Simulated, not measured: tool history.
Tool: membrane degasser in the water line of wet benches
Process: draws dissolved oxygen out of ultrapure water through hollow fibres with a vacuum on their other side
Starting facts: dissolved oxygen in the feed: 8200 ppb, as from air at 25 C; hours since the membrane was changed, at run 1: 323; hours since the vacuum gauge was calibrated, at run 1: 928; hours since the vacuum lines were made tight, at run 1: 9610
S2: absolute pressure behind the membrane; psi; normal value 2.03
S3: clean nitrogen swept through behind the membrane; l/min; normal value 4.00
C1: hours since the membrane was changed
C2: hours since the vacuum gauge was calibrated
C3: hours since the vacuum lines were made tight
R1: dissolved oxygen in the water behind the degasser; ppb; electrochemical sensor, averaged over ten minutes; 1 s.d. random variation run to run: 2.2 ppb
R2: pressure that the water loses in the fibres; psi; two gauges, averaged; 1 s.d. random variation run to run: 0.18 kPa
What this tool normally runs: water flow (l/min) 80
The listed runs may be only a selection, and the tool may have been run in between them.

{"run": 1, "hour": 0.0, "water flow (l/min)": 80, "S2": 2.03, "S3": 4.0, "C1": 323, "C2": 928, "C3": 9610, "R1": 478.9, "R2": 5.158}
{"run": 2, "hour": 22.8, "water flow (l/min)": 80, "S2": 2.03, "S3": 4.0, "C1": 346, "C2": 951, "C3": 9633, "R1": 481.3, "R2": 5.123}
{"run": 3, "hour": 59.1, "water flow (l/min)": 80, "S2": 2.03, "S3": 1.86, "C1": 382, "C2": 988, "C3": 9670, "R1": 856.5, "R2": 5.152}
{"run": 4, "hour": 92.6, "water flow (l/min)": 80, "S2": 2.03, "S3": 1.86, "C1": 415, "C2": 1021, "C3": 9703, "R1": 862.0, "R2": 5.14}
{"run": 5, "hour": 138.1, "water flow (l/min)": 80, "S2": 2.03, "S3": 7.89, "C1": 461, "C2": 1067, "C3": 9749, "R1": 272.9, "R2": 5.149}
{"run": 6, "hour": 175.0, "water flow (l/min)": 80, "S2": 2.03, "S3": 7.89, "C1": 498, "C2": 1103, "C3": 9785, "R1": 273.9, "R2": 5.111}
{"run": 7, "hour": 203.7, "water flow (l/min)": 80, "S2": 2.03, "S3": 4.0, "C1": 526, "C2": 1132, "C3": 9814, "R1": 478.5, "R2": 5.162}
{"run": 8, "hour": 248.7, "water flow (l/min)": 105, "S2": 2.03, "S3": 4.0, "C1": 571, "C2": 1177, "C3": 9859, "R1": 646.5, "R2": 6.825}
{"run": 9, "hour": 297.0, "water flow (l/min)": 105, "S2": 2.03, "S3": 4.0, "C1": 620, "C2": 1225, "C3": 9907, "R1": 645.5, "R2": 6.805}
{"run": 10, "hour": 343.7, "water flow (l/min)": 105, "S2": 2.03, "S3": 4.0, "C1": 666, "C2": 1272, "C3": 9954, "R1": 642.6, "R2": 6.753}
{"run": 11, "hour": 372.5, "water flow (l/min)": 105, "S2": 2.03, "S3": 4.0, "C1": 695, "C2": 1301, "C3": 9983, "R1": 641.0, "R2": 6.815}
{"run": 12, "hour": 407.7, "water flow (l/min)": 105, "S2": 2.03, "S3": 4.0, "C1": 730, "C2": 1336, "C3": 10018, "R1": 642.8, "R2": 6.775}
{"run": 13, "hour": 442.8, "water flow (l/min)": 105, "S2": 2.03, "S3": 4.0, "C1": 766, "C2": 1371, "C3": 10053, "R1": 647.4, "R2": 6.824}
{"hour": 449.6, "done": "seals of the vacuum lines changed"}
{"run": 14, "hour": 494.2, "water flow (l/min)": 80, "S2": 2.03, "S3": 1.6, "C1": 815, "C2": 1421, "C3": 45, "R1": 957.2, "R2": 5.259}
{"run": 15, "hour": 520.5, "water flow (l/min)": 80, "S2": 1.28, "S3": 4.0, "C1": 841, "C2": 1447, "C3": 71, "R1": 266.1, "R2": 5.25}
{"run": 16, "hour": 558.5, "water flow (l/min)": 80, "S2": 1.28, "S3": 4.0, "C1": 879, "C2": 1485, "C3": 109, "R1": 266.1, "R2": 5.221}
{"run": 17, "hour": 605.6, "water flow (l/min)": 80, "S2": 1.28, "S3": 4.0, "C1": 926, "C2": 1532, "C3": 156, "R1": 267.1, "R2": 5.226}
{"run": 18, "hour": 637.6, "water flow (l/min)": 80, "S2": 1.28, "S3": 4.0, "C1": 958, "C2": 1564, "C3": 188, "R1": 265.6, "R2": 5.246}
{"run": 19, "hour": 666.9, "water flow (l/min)": 80, "S2": 4.03, "S3": 4.0, "C1": 988, "C2": 1593, "C3": 217, "R1": 997.2, "R2": 5.224}
{"run": 20, "hour": 712.3, "water flow (l/min)": 80, "S2": 4.03, "S3": 4.0, "C1": 1033, "C2": 1639, "C3": 263, "R1": 995.7, "R2": 5.252}
{"run": 21, "hour": 744.4, "water flow (l/min)": 80, "S2": 4.03, "S3": 4.0, "C1": 1065, "C2": 1671, "C3": 295, "R1": 998.7, "R2": 5.278}
{"run": 22, "hour": 771.0, "water flow (l/min)": 90, "S2": 1.31, "S3": 2.43, "C1": 1092, "C2": 1697, "C3": 321, "R1": 455.6, "R2": 5.949}
{"run": 23, "hour": 799.4, "water flow (l/min)": 49, "S2": 4.31, "S3": 2.43, "C1": 1120, "C2": 1726, "C3": 350, "R1": 1062.0, "R2": 3.182}
{"run": 24, "hour": 840.2, "water flow (l/min)": 80, "S2": 2.03, "S3": 2.38, "C1": 1161, "C2": 1767, "C3": 391, "R1": 719.0, "R2": 5.275}
{"run": 25, "hour": 876.1, "water flow (l/min)": 71, "S2": 2.03, "S3": 4.0, "C1": 1197, "C2": 1803, "C3": 427, "R1": 424.7, "R2": 4.666}
{"run": 26, "hour": 898.1, "water flow (l/min)": 71, "S2": 2.03, "S3": 4.0, "C1": 1219, "C2": 1825, "C3": 449, "R1": 427.4, "R2": 4.601}
{"run": 27, "hour": 948.0, "water flow (l/min)": 66, "S2": 2.03, "S3": 4.0, "C1": 1269, "C2": 1874, "C3": 498, "R1": 399.3, "R2": 4.347}
{"run": 28, "hour": 979.6, "water flow (l/min)": 80, "S2": 4.6, "S3": 3.67, "C1": 1300, "C2": 1906, "C3": 530, "R1": 1205.7, "R2": 5.288}
{"run": 29, "hour": 1015.0, "water flow (l/min)": 80, "S2": 4.6, "S3": 3.67, "C1": 1336, "C2": 1941, "C3": 565, "R1": 1204.8, "R2": 5.294}
{"run": 30, "hour": 1041.9, "water flow (l/min)": 80, "S2": 1.52, "S3": 5.76, "C1": 1363, "C2": 1968, "C3": 592, "R1": 251.5, "R2": 5.329}
{"run": 31, "hour": 1062.4, "water flow (l/min)": 80, "S2": 1.52, "S3": 5.76, "C1": 1383, "C2": 1989, "C3": 613, "R1": 251.1, "R2": 5.272}

Alternative continuations, all from the tool just after run 31; predict every row:
{"run": "A", "hour": 1094.4, "water flow (l/min)": 56, "S2": 3.65, "S3": 10.08, "C1": 1415, "C2": 2021, "C3": 645, "R1": "?", "R2": "?"}
{"run": "B", "hour": 1094.4, "water flow (l/min)": 80, "S2": 4.26, "S3": 2.1, "C1": 1415, "C2": 2021, "C3": 645, "R1": "?", "R2": "?"}
{"run": "C", "hour": 1094.4, "water flow (l/min)": 80, "S2": 3.65, "S3": 11.62, "C1": 1415, "C2": 2021, "C3": 645, "R1": "?", "R2": "?"}
{"run": "D", "hour": 1094.4, "water flow (l/min)": 82, "S2": 2.92, "S3": 6.17, "C1": 1415, "C2": 2021, "C3": 645, "R1": "?", "R2": "?"}
{"run": "E", "hour": 1094.4, "water flow (l/min)": 80, "S2": 1.57, "S3": 4.0, "C1": 1415, "C2": 2021, "C3": 645, "R1": "?", "R2": "?"}

run=A R1=288.9 R2=3.697
run=B R1=1686.1 R2=5.232
run=C R1=371.8 R2=5.279
run=D R1=522.2 R2=5.455
run=E R1=348.2 R2=5.230
With the hidden condition removed and each run's random variation left untouched, the same runs would have given:
run=A R1=288.9 R2=3.595
run=B R1=1686.1 R2=5.086
run=C R1=371.8 R2=5.133
run=D R1=522.2 R2=5.305
run=E R1=348.1 R2=5.085
